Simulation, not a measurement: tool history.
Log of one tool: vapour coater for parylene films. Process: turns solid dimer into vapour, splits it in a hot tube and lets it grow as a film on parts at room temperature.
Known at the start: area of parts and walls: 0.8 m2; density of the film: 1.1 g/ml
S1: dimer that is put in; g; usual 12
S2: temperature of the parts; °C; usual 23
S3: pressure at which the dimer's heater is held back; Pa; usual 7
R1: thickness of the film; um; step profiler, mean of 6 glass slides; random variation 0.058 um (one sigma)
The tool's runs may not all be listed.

Run 1, hour 0: usual settings. Result: R1 7.47 um.
Run 2, hour 27.5: usual settings. Result: R1 7.44 um.
Run 3, hour 45.5: usual settings. Result: R1 7.47 um.
Run 4, hour 67.7: usual settings. Result: R1 7.41 um.
Run 5, hour 91.8: usual settings but S3 9.83 Pa. Result: R1 7.01 um.
Run 6, hour 119.1: usual settings but S3 9.83 Pa. Result: R1 6.98 um.
Run 7, hour 132: usual settings but S3 9.83 Pa. Result: R1 7.01 um.
Run 8, hour 154.5: usual settings. Result: R1 7.35 um.
Run 9, hour 175.1: usual settings but S1 15 g. Result: R1 9.21 um.
Run 10, hour 188.7: usual settings but S3 3.79 Pa. Result: R1 7.93 um.
Run 11, hour 209.6: usual settings but S3 2.19 Pa. Result: R1 8.62 um.
At hour 216: trap's valve overhauled.
Run 12, hour 232: usual settings but S2 26 °C. Result: R1 6.51 um.
Run 13, hour 259.3: usual settings but S2 26 °C. Result: R1 6.54 um.
Run 14, hour 285.7: usual settings but S2 26 °C. Result: R1 6.5 um.
At hour 307.6: trap's valve overhauled, once more.
Run 15, hour 316.7: usual settings but S2 26 °C. Result: R1 6.67 um.
Run 16, hour 342.3: usual settings but S1 8 g, S2 26 °C, S3 2.09 Pa. Result: R1 5.27 um.
Run 17, hour 357.7: usual settings but S1 8 g, S2 26 °C, S3 6.22 Pa. Result: R1 4.46 um.
Run 18, hour 378.8: usual settings but S1 8 g, S2 26 °C, S3 6.22 Pa. Result: R1 4.41 um.
Run 19, hour 395.8: usual settings but S1 19 g, S2 21 °C, S3 7.49 Pa. Result: R1 12.4 um.
Run 20, hour 411.8: usual settings but S1 19 g, S2 21 °C, S3 7.49 Pa. Result: R1 12.28 um.
Run 21, hour 430.7: usual settings but S1 10 g, S2 33 °C, S3 3.25 Pa. Result: R1 4.83 um.
Run 22, hour 456.2: usual settings but S2 33 °C, S3 11.45 Pa. Result: R1 4.86 um.
Run 23, hour 482.7: usual settings but S1 18 g, S2 15 °C, S3 8.01 Pa. Result: R1 14.18 um.
Run 24, hour 501.6: usual settings but S1 18 g, S2 15 °C, S3 6.36 Pa. Result: R1 14.35 um.
Run 25, hour 529.1: usual settings but S1 7 g, S2 15 °C, S3 2.8 Pa. Result: R1 6.25 um.

Forecast each of these 5 alternatives for the next run:
Run A, hour 547.9: usual settings but S1 17 g, S2 16 °C, S3 2.8 Pa. Result: R1 ?.
Run B, hour 547.9: usual settings but S2 16 °C. Result: R1 ?.
Run C, hour 547.9: usual settings but S2 19 °C, S3 11.66 Pa. Result: R1 ?.
Run D, hour 547.9: usual settings but S1 15 g. Result: R1 ?.
Run E, hour 547.9: usual settings but S1 7 g, S2 35 °C, S3 3.66 Pa. Result: R1 ?.

run     R1
  A  14.95
  B    9.2
  C   7.79
  D   9.07
  E   3.04
Without the tool's hidden state the same runs would have given:
run     R1
  A  15.77
  B    9.7
  C   8.22
  D   9.56
  E   3.21
